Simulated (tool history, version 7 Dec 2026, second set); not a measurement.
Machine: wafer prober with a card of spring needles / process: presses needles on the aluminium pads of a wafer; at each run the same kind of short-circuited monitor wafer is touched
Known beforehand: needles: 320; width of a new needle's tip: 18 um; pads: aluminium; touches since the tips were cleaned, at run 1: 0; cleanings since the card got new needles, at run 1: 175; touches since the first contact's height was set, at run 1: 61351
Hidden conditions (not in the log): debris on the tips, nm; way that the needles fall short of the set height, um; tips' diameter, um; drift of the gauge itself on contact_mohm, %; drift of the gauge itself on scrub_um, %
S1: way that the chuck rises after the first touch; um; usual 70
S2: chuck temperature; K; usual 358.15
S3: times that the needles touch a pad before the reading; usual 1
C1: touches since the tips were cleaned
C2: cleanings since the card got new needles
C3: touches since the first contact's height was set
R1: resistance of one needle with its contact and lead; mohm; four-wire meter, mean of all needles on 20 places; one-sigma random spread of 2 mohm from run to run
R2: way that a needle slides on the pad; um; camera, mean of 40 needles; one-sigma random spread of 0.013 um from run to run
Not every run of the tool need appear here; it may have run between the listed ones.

run 1 hour=0 | S1=70 S2=358.15 S3=1 | C1=0 C2=175 C3=61351 | R1=228 R2=10.22
-- hour=8.9 tips cleaned on abrasive film
-- hour=16 tips cleaned on abrasive film
-- hour=24.9 tips cleaned on abrasive film
-- hour=32 tips cleaned on abrasive film
-- hour=40.9 tips cleaned on abrasive film
-- hour=48 tips cleaned on abrasive film
run 2 hour=54.6 | S1=70 S2=305.15 S3=1 | C1=4415 C2=181 C3=97569 | R1=280 R2=10.16
-- hour=56.5 tips cleaned on abrasive film
-- hour=65.3 tips cleaned on abrasive film
-- hour=74.2 tips cleaned on abrasive film
-- hour=74.5 height of the first contact set anew
-- hour=83.4 tips cleaned on abrasive film
-- hour=90.5 tips cleaned on abrasive film
-- hour=99.4 tips cleaned on abrasive film
-- hour=108.3 tips cleaned on abrasive film
-- hour=117.2 tips cleaned on abrasive film
-- hour=125.2 tips cleaned on abrasive film
run 3 hour=125.2 | S1=59 S2=358.15 S3=1 | C1=0 C2=190 C3=33585 | R1=231 R2=8.67
-- hour=132.3 tips cleaned on abrasive film
-- hour=141.2 tips cleaned on abrasive film
-- hour=148.3 tips cleaned on abrasive film
-- hour=157.2 tips cleaned on abrasive film
-- hour=166.1 tips cleaned on abrasive film
-- hour=175 tips cleaned on abrasive film
-- hour=182.1 tips cleaned on abrasive film
-- hour=190.6 tips cleaned on abrasive film
run 4 hour=190.6 | S1=76 S2=358.15 S3=1 | C1=0 C2=198 C3=76933 | R1=225 R2=11.07
-- hour=199.5 tips cleaned on abrasive film
-- hour=206.6 tips cleaned on abrasive film
-- hour=215.5 tips cleaned on abrasive film
-- hour=222.6 tips cleaned on abrasive film
-- hour=231.5 tips cleaned on abrasive film
-- hour=238.6 tips cleaned on abrasive film
-- hour=242.5 height of the first contact set anew
-- hour=246.1 tips cleaned on abrasive film
run 5 hour=248.1 | S1=76 S2=358.15 S3=1 | C1=1390 C2=205 C3=3746 | R1=264 R2=11.17
-- hour=253.5 tips cleaned on abrasive film
-- hour=260.6 tips cleaned on abrasive film
-- hour=267.8 tips cleaned on abrasive film
-- hour=274.9 tips cleaned on abrasive film
-- hour=283.8 tips cleaned on abrasive film
-- hour=292.7 tips cleaned on abrasive film
-- hour=301.5 tips cleaned on abrasive film
-- hour=308.7 tips cleaned on abrasive film
-- hour=317.5 tips cleaned on abrasive film
run 6 hour=318.7 | S1=70 S2=358.15 S3=1 | C1=761 C2=214 C3=50446 | R1=247 R2=10.24
-- hour=325.8 tips cleaned on abrasive film
-- hour=334.7 tips cleaned on abrasive film
-- hour=341.8 tips cleaned on abrasive film
-- hour=350.7 tips cleaned on abrasive film
-- hour=359.6 tips cleaned on abrasive film
run 7 hour=365.2 | S1=70 S2=358.15 S3=1 | C1=3795 C2=219 C3=81333 | R1=289 R2=10.17
-- hour=367.1 tips cleaned on abrasive film
-- hour=374.2 tips cleaned on abrasive film
-- hour=383.1 tips cleaned on abrasive film
-- hour=392 tips cleaned on abrasive film
-- hour=400.9 tips cleaned on abrasive film
run 8 hour=401.2 | S1=70 S2=358.15 S3=1 | C1=251 C2=224 C3=105140 | R1=237 R2=10.13
-- hour=408.3 tips cleaned on abrasive film
-- hour=410.4 height of the first contact set anew
-- hour=415.8 tips cleaned on abrasive film
-- hour=424.7 tips cleaned on abrasive film
-- hour=433.5 tips cleaned on abrasive film
-- hour=442.4 tips cleaned on abrasive film
-- hour=449.5 tips cleaned on abrasive film
-- hour=458.4 tips cleaned on abrasive film
run 9 hour=461.6 | S1=70 S2=358.15 S3=1 | C1=2150 C2=231 C3=33953 | R1=277 R2=10.27
-- hour=467 tips cleaned on abrasive film
-- hour=474.1 tips cleaned on abrasive film
-- hour=483 tips cleaned on abrasive film
-- hour=491.9 tips cleaned on abrasive film
run 10 hour=498.4 | S1=70 S2=358.15 S3=1 | C1=4387 C2=235 C3=58364 | R1=285 R2=10.23
-- hour=500.3 tips cleaned on abrasive film
-- hour=509.2 tips cleaned on abrasive film
-- hour=516.3 tips cleaned on abrasive film
-- hour=525.2 tips cleaned on abrasive film
-- hour=534.1 tips cleaned on abrasive film
-- hour=542.9 tips cleaned on abrasive film
-- hour=551.8 tips cleaned on abrasive film
-- hour=560.7 tips cleaned on abrasive film
run 11 hour=562.8 | S1=51 S2=358.15 S3=2 | C1=1395 C2=243 C3=100985 | R1=274 R2=7.36
-- hour=568.1 tips cleaned on abrasive film
-- hour=575.3 tips cleaned on abrasive film
-- hour=579.1 height of the first contact set anew
-- hour=584.5 tips cleaned on abrasive film
-- hour=593.3 tips cleaned on abrasive film
-- hour=600.5 tips cleaned on abrasive film
-- hour=609.3 tips cleaned on abrasive film
run 12 hour=613.2 | S1=51 S2=353.15 S3=1 | C1=2606 C2=249 C3=22631 | R1=331 R2=7.47
-- hour=616.8 tips cleaned on abrasive film
-- hour=624 tips cleaned on abrasive film
-- hour=632.8 tips cleaned on abrasive film
-- hour=640 tips cleaned on abrasive film
run 13 hour=644.2 | S1=51 S2=353.15 S3=1 | C1=2805 C2=253 C3=43105 | R1=333 R2=7.45
-- hour=647.8 tips cleaned on abrasive film
-- hour=654.9 tips cleaned on abrasive film
-- hour=663.8 tips cleaned on abrasive film
-- hour=670.9 tips cleaned on abrasive film
run 14 hour=673.3 | S1=70 S2=314.15 S3=1 | C1=1591 C2=257 C3=62364 | R1=265 R2=10.21

Pick out some run-to-run changes in R1. Of each, how much would a tool without hidden state show as well, from the settings, what came in and chance, and how much is left for the hidden state and any gauge scatter not in both results compared?
Run 13 -> 14: S1 51 -> 70, S2 353.15 -> 314.15, tips cleaned on abrasive film, tips cleaned on abrasive film, tips cleaned on abrasive film, tips cleaned on abrasive film. R1 -68 mohm: hidden state -63, all else -5.
